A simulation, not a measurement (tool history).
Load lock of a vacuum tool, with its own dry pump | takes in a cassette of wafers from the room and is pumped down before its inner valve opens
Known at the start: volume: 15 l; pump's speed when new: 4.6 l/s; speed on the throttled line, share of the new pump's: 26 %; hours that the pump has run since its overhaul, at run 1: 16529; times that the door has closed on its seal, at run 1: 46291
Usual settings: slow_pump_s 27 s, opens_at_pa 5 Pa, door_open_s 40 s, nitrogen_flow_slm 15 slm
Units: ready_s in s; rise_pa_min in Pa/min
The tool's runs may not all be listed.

run,hour,slow_pump_s,opens_at_pa,door_open_s,nitrogen_flow_slm,hours that the pump has run since its overhaul,times that the door has closed on its seal,"incoming humidity of the room's air, %",ready_s,rise_pa_min
1,0,27,5,40,15,16529,46291,46,58.4,0.308
2,415.9,27,5,40,15,16945,47842,45.1,57.2,0.328
3,860.5,25,5,40,15,17390,49501,45.7,56.1,0.35
4,1129.6,25,5,40,15,17659,50504,45.3,57.1,0.351
5,1567.1,21,5,40,15,18096,52136,46.5,53.3,0.368
6,1817.5,21,5,40,15,18347,53070,44.5,53.6,0.383
7,2093.8,21,5,40,15,18623,54100,41.5,53.3,0.394
8,2296.5,21,5,40,7,18826,54856,48.5,54.9,0.413
9,2681.4,21,5,40,7,19211,56292,47.4,53.5,0.444
# hour 2756.5: door's seal changed, seat wiped
10,2995.6,27,5,187,15,19523,891,48.4,58.3,0.115
11,3290.1,27,5,70,15,19818,1990,44.2,58.8,0.054
12,3652.8,27,5,70,15,20181,3342,41.9,60,0.065
13,3880.9,27,5,70,15,20409,4193,45.7,59.4,0.064
14,4094.7,27,5,70,15,20623,4991,46.9,58.9,0.069
15,4337.7,27,5,40,15,20866,5897,47.7,58.8,0.054
# hour 4467.5: dry pump taken out, an overhauled one fitted
16,4562.4,27,5,40,15,95,6713,42.7,51.6,0.056
17,4980.6,27,5,40,15,513,8272,41.4,51.8,0.061
18,5420.8,27,5,40,9,953,9914,46.3,52.1,0.084
19,5676.8,27,5,40,9,1209,10869,42.4,51.9,0.08
20,6055.7,27,5,40,9,1588,12282,44.2,52.1,0.091
21,6290.7,27,5,40,9,1823,13159,43.1,53,0.096
22,6661.4,27,5,40,9,2194,14541,48.9,52.3,0.099
23,6856.4,27,5,40,9,2389,15269,46.2,52.9,0.107

The next listed run, before its measurement:
24,7274.5,33,5,40,15,2807,16828,44.9,?,?

{"run 24": {"ready_s": 57.2, "rise_pa_min": 0.1}}
Without the tool's hidden state the same run would have given ready_s 57 s, rise_pa_min 0.04 Pa/min.
